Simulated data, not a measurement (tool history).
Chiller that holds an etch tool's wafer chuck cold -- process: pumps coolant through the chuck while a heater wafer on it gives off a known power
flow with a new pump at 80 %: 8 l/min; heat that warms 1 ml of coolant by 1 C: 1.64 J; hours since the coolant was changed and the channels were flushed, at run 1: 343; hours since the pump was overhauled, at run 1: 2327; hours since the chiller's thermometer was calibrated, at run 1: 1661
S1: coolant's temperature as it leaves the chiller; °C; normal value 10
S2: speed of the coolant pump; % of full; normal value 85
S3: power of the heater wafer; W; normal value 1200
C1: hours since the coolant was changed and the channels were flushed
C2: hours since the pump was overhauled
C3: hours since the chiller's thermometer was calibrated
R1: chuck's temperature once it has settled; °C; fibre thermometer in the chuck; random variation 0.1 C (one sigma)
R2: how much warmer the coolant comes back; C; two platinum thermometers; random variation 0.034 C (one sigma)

| run | hour | S1 | S2 | S3 | C1 | C2 | C3 | R1 | R2 |
|---|---|---|---|---|---|---|---|---|---|
| 1 | 0 | 10 | 85 | 1200 | 343 | 2327 | 1661 | 19.7 | 5.41 |
| 2 | 52.2 | 10 | 85 | 1200 | 395 | 2379 | 1714 | 19.6 | 5.43 |
| 3 | 95.8 | 10 | 85 | 1091 | 438 | 2423 | 1757 | 18.8 | 5.01 |
| 4 | 142.6 | 1 | 85 | 1200 | 485 | 2469 | 1804 | 10.6 | 5.45 |
| 5 | 181.4 | 10 | 85 | 1200 | 524 | 2508 | 1843 | 19.7 | 5.46 |
| 6 | 220.1 | 10 | 85 | 1200 | 563 | 2547 | 1882 | 19.7 | 5.45 |
| 7 | 280.8 | 10 | 85 | 1200 | 623 | 2608 | 1942 | 19.8 | 5.47 |
| 8 | 309.1 | 6 | 85 | 1200 | 652 | 2636 | 1971 | 15.6 | 5.48 |
| 9 | 361.6 | 10 | 85 | 1200 | 704 | 2688 | 2023 | 19.7 | 5.45 |
| 10 | 418.9 | 10 | 85 | 1200 | 761 | 2746 | 2080 | 19.9 | 5.45 |
| 11 | 460.1 | 10 | 85 | 1200 | 803 | 2787 | 2122 | 19.9 | 5.46 |
| 12 | 499.5 | 10 | 85 | 994 | 842 | 2826 | 2161 | 18.2 | 4.44 |
| 13 | 562.5 | 10 | 85 | 1200 | 905 | 2889 | 2224 | 19.8 | 5.49 |
| 14 | 592.2 | 10 | 85 | 1200 | 935 | 2919 | 2254 | 19.8 | 5.5 |
| 15 | 646 | 0 | 85 | 1200 | 989 | 2973 | 2307 | 9.9 | 5.5 |
|  | 651.3 | chiller's thermometer calibrated |
| 16 | 688 | 10 | 84 | 1200 | 1030 | 3014 | 37 | 20.1 | 5.63 |
| 17 | 743.4 | 10 | 78 | 779 | 1085 | 3069 | 92 | 17.1 | 3.93 |
| 18 | 787.7 | 10 | 60 | 1177 | 1129 | 3114 | 136 | 23.3 | 7.95 |
| 19 | 838.8 | 10 | 60 | 1177 | 1180 | 3165 | 188 | 23.4 | 7.97 |
| 20 | 886.2 | 10 | 92 | 1233 | 1228 | 3212 | 235 | 19.6 | 5.26 |
|  | 915.1 | chiller's thermometer calibrated, once more |
| 21 | 917.1 | 11 | 82 | 1333 | 1258 | 3242 | 2 | 22 | 6.41 |
| 22 | 981.5 | 17 | 86 | 1333 | 1322 | 3306 | 66 | 27.5 | 6.06 |
| 23 | 1029.8 | 17 | 86 | 1333 | 1370 | 3355 | 115 | 27.8 | 6.07 |
| 24 | 1091.4 | 11 | 86 | 1369 | 1432 | 3416 | 176 | 21.8 | 6.26 |
| 25 | 1122.1 | 13 | 80 | 1102 | 1463 | 3447 | 207 | 22.5 | 5.5 |
| 26 | 1187.6 | 10 | 85 | 660 | 1528 | 3512 | 272 | 15.4 | 3.07 |
| 27 | 1241.7 | 11 | 63 | 1030 | 1582 | 3567 | 327 | 22.2 | 6.73 |
| 28 | 1289.3 | 11 | 100 | 717 | 1630 | 3614 | 374 | 16.1 | 2.77 |
| 29 | 1327.6 | 19 | 82 | 751 | 1668 | 3652 | 413 | 25.3 | 3.67 |
| 30 | 1361.4 | 20 | 99 | 694 | 1702 | 3686 | 446 | 25 | 2.74 |
| 31 | 1417.7 | 5 | 89 | 1194 | 1758 | 3742 | 503 | 14.6 | 5.32 |

Below are 4 alternative next runs, each starting from the tool's condition after run 31. Predict each:
| A | 1452.7 | 15 | 89 | 1194 | 1793 | 3777 | 538 | ? | ? |
| B | 1452.7 | 10 | 95 | 1200 | 1793 | 3777 | 538 | ? | ? |
| C | 1452.7 | 8 | 93 | 1597 | 1793 | 3777 | 538 | ? | ? |
| D | 1452.7 | 18 | 73 | 1194 | 1793 | 3777 | 538 | ? | ? |

| run | R1 | R2 |
|---|---|---|
| A | 24.5 | 5.32 |
| B | 19 | 5 |
| C | 20.2 | 6.8 |
| D | 29.5 | 6.64 |
Take away the tool's hidden state, keep each run's random variation, and the runs would have read:
| run | R1 | R2 |
|---|---|---|
| A | 23.2 | 4.84 |
| B | 17.8 | 4.55 |
| C | 18.5 | 6.19 |
| D | 27.9 | 6.05 |

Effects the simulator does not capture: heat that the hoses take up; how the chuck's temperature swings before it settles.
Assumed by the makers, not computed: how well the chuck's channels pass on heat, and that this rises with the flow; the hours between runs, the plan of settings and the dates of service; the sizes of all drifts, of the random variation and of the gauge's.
